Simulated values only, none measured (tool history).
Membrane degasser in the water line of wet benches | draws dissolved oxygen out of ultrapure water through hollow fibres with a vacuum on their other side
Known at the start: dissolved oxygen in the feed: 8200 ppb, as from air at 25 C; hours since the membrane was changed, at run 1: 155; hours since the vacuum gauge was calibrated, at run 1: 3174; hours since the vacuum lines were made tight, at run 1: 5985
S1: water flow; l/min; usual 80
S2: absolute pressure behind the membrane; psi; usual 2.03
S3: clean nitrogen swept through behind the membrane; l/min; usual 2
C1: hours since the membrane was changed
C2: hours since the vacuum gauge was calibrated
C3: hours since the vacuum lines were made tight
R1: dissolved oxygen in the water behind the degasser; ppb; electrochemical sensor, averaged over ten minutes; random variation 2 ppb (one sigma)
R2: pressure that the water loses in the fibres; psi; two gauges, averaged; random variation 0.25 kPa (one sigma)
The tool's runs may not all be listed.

{"run": 1, "day": 0.0, "S1": 80, "S2": 2.03, "S3": 2, "C1": 155, "C2": 3174, "C3": 5985, "R1": 865.8, "R2": 9.867}
{"run": 2, "day": 2.525, "S1": 106, "S2": 2.03, "S3": 2, "C1": 216, "C2": 3235, "C3": 6046, "R1": 1145.2, "R2": 13.04}
{"run": 3, "day": 5.762, "S1": 106, "S2": 2.03, "S3": 2, "C1": 293, "C2": 3313, "C3": 6124, "R1": 1152.7, "R2": 13.037}
{"run": 4, "day": 8.292, "S1": 106, "S2": 2.03, "S3": 2, "C1": 354, "C2": 3373, "C3": 6184, "R1": 1149.1, "R2": 13.091}
{"run": 5, "day": 11.508, "S1": 106, "S2": 2.03, "S3": 2, "C1": 431, "C2": 3451, "C3": 6262, "R1": 1149.4, "R2": 13.136}
{"run": 6, "day": 14.675, "S1": 106, "S2": 1.32, "S3": 2, "C1": 507, "C2": 3527, "C3": 6338, "R1": 745.6, "R2": 13.075}
{"run": 7, "day": 17.738, "S1": 80, "S2": 2.03, "S3": 2, "C1": 581, "C2": 3600, "C3": 6411, "R1": 863.4, "R2": 9.996}
{"run": 8, "day": 19.062, "S1": 80, "S2": 2.15, "S3": 2, "C1": 613, "C2": 3632, "C3": 6443, "R1": 921.6, "R2": 9.977}
{"run": 9, "day": 22.312, "S1": 80, "S2": 2.15, "S3": 2, "C1": 691, "C2": 3710, "C3": 6521, "R1": 923, "R2": 9.838}
{"run": 10, "day": 25.538, "S1": 80, "S2": 2.15, "S3": 2, "C1": 768, "C2": 3787, "C3": 6598, "R1": 922.1, "R2": 9.892}
{"run": 11, "day": 28.554, "S1": 80, "S2": 2.15, "S3": 2, "C1": 840, "C2": 3860, "C3": 6671, "R1": 920.3, "R2": 9.871}
{"run": 12, "day": 31.167, "S1": 102, "S2": 2.15, "S3": 2, "C1": 903, "C2": 3922, "C3": 6733, "R1": 1173.7, "R2": 12.685}
{"run": 13, "day": 32.55, "S1": 102, "S2": 2.15, "S3": 2, "C1": 936, "C2": 3956, "C3": 6767, "R1": 1170.3, "R2": 12.582}
{"run": 14, "day": 35.55, "S1": 102, "S2": 1.68, "S3": 0.91, "C1": 1008, "C2": 4028, "C3": 6839, "R1": 1400.5, "R2": 12.666}
{"run": 15, "day": 38.267, "S1": 80, "S2": 1.68, "S3": 1.45, "C1": 1074, "C2": 4093, "C3": 6904, "R1": 872.4, "R2": 9.887}
{"run": 16, "day": 41.508, "S1": 63, "S2": 2.28, "S3": 5.91, "C1": 1151, "C2": 4171, "C3": 6982, "R1": 336.2, "R2": 7.778}
{"day": 42.329, "done": "vacuum gauge calibrated"}
{"run": 17, "day": 43.079, "S1": 63, "S2": 2.28, "S3": 5.91, "C1": 1189, "C2": 18, "C3": 7019, "R1": 337.5, "R2": 7.768}
{"run": 18, "day": 44.608, "S1": 63, "S2": 2.28, "S3": 5.91, "C1": 1225, "C2": 55, "C3": 7056, "R1": 334.9, "R2": 7.791}
{"day": 45.892, "done": "seals of the vacuum lines changed"}
{"run": 19, "day": 46.796, "S1": 63, "S2": 2.28, "S3": 5.91, "C1": 1276, "C2": 105, "C3": 22, "R1": 335, "R2": 7.876}
{"run": 20, "day": 49.012, "S1": 108, "S2": 2.03, "S3": 5.96, "C1": 1329, "C2": 158, "C3": 75, "R1": 626.9, "R2": 13.475}
{"day": 50.771, "done": "vacuum gauge calibrated, once more"}
{"run": 21, "day": 52.125, "S1": 80, "S2": 2.03, "S3": 1.15, "C1": 1403, "C2": 32, "C3": 149, "R1": 1234.1, "R2": 9.966}
{"run": 22, "day": 53.871, "S1": 80, "S2": 2.03, "S3": 1.15, "C1": 1445, "C2": 74, "C3": 191, "R1": 1239.4, "R2": 9.995}
{"run": 23, "day": 56.479, "S1": 51, "S2": 1.41, "S3": 1.56, "C1": 1508, "C2": 137, "C3": 254, "R1": 434.3, "R2": 6.331}
{"run": 24, "day": 58.883, "S1": 54, "S2": 2.63, "S3": 5.37, "C1": 1565, "C2": 195, "C3": 311, "R1": 355.5, "R2": 6.724}
{"run": 25, "day": 60.938, "S1": 54, "S2": 2.63, "S3": 5.37, "C1": 1615, "C2": 244, "C3": 361, "R1": 355, "R2": 6.688}

5 ways to go on from here, each from the tool as it stands after run 25. What would each give?
{"run": "A", "day": 63.508, "S1": 80, "S2": 2.03, "S3": 1.81, "C1": 1676, "C2": 306, "C3": 422, "R1": "?", "R2": "?"}
{"run": "B", "day": 63.508, "S1": 49, "S2": 2.03, "S3": 2.97, "C1": 1676, "C2": 306, "C3": 422, "R1": "?", "R2": "?"}
{"run": "C", "day": 63.508, "S1": 109, "S2": 2.03, "S3": 3.09, "C1": 1676, "C2": 306, "C3": 422, "R1": "?", "R2": "?"}
{"run": "D", "day": 63.508, "S1": 80, "S2": 3.09, "S3": 2.5, "C1": 1676, "C2": 306, "C3": 422, "R1": "?", "R2": "?"}
{"run": "E", "day": 63.508, "S1": 81, "S2": 2.55, "S3": 1.98, "C1": 1676, "C2": 306, "C3": 422, "R1": "?", "R2": "?"}

run=A R1=932.4 R2=10.003
run=B R1=395.8 R2=6.126
run=C R1=921.6 R2=13.507
run=D R1=1143 R2=9.95
run=E R1=1125.7 R2=10.022
Without the tool's hidden state the same runs would have given:
run=A R1=927.3 R2=9.919
run=B R1=393.9 R2=6.074
run=C R1=913.6 R2=13.394
run=D R1=1138.5 R2=9.865
run=E R1=1120.8 R2=9.938
